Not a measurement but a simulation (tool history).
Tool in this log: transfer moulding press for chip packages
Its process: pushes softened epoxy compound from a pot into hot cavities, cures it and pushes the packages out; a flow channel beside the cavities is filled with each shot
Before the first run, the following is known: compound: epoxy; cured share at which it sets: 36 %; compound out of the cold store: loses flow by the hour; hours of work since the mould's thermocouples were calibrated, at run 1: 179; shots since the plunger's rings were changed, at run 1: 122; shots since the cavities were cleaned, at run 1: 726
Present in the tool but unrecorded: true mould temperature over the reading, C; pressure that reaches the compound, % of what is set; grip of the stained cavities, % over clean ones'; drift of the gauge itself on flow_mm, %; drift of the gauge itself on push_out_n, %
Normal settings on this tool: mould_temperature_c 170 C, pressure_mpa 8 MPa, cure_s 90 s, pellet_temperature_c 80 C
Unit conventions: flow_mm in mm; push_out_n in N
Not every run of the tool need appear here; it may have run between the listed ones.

run  hour  mould_temperature_c  pressure_mpa  cure_s  pellet_temperature_c  hours of work since the mould's thermocouples were calibrated  shots since the plunger's rings were changed  shots since the cavities were cleaned  incoming compound's hours out of the cold store  flow_mm  push_out_n
  1     0                  170             8      90                    80                                                            179                                           122                                    726                                             22.9      529         533
  2  10.2                  170             8      90                    80                                                            185                                           244                                    848                                             10.5      562         582
  3  20.4                  170             8      90                    80                                                            191                                           365                                    969                                             17.4      541         569
  4  25.1                  170             8      90                    80                                                            194                                           422                                   1026                                             33.2      499         552
     31.2  -- cavities cleaned with cleaning compound and waxed
  5  31.9                  170             8      90                    80                                                            197                                           486                                     10                                             16.3      544         343
  6  37.7                  170             8      90                    80                                                            201                                           555                                     79                                             20.4      530         358
  7  47.2                  168             8      90                    80                                                            207                                           668                                    192                                             31.3      505         437
  8  52.2                  168             8      90                    80                                                            210                                           727                                    251                                               39      484         460
  9  61.7                  168             8      90                    80                                                            216                                           841                                    365                                             14.4      545         525
 10  67.9                  168             8      90                    80                                                            220                                           915                                    439                                             30.5      504         519
 11  77.1                  164          9.63      72                    70                                                            226                                          1025                                    549                                             44.1      524        1072

The next listed run, before its measurement:
 12  87.3                  171          6.32      77                    87                                                            232                                          1146                                    670                                               10        ?           ?

Run 12 yielded flow_mm 491 mm, push_out_n 714 N.
Take away the tool's hidden state, keep the run-to-run variation as it was, and the same run would have given flow_mm 499 mm, push_out_n 445 N.

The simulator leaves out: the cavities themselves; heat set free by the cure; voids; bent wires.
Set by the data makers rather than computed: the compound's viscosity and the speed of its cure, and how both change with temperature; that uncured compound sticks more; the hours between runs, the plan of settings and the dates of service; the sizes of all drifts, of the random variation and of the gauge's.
